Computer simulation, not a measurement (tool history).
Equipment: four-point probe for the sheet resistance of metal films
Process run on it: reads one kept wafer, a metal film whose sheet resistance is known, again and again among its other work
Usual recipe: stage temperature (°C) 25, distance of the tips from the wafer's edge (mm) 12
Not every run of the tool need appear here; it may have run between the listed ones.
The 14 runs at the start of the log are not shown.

run	hour	stage temperature (°C)	distance of the tips from the wafer's edge (mm)	touches since the probe head was changed	hours of work since the stage's thermometer was calibrated	sheet resistance as the instrument gives it (ohm/square)
15	1208.0	31	12	94923	46	0.261519
16	1266.2	31	12	95919	71	0.261543
17	1316.4	25	12	96778	92	0.261676
18	1377.0	25	12	97816	118	0.261578
19	1436.8	25	12	98840	143	0.261591
20	1531.7	25	12	100464	183	0.261588
21	1630.8	26	12	102161	224	0.261473
22	1681.6	26	12	103030	246	0.261575
23	1743.6	26	12	104092	272	0.261461
24	1805.8	34	4	105156	298	0.268822
25	1904.7	34	4	106850	340	0.268849
26	1973.5	34	4	108028	369	0.268785

Expected results for the next run?
27	2054.2	33	14	109409	403	?

Run 27 produced sheet resistance as the instrument gives it (ohm/square) 0.261009.
On a tool with no hidden condition, and with the same random variation, this run would have come out at sheet resistance as the instrument gives it (ohm/square) 0.260353.
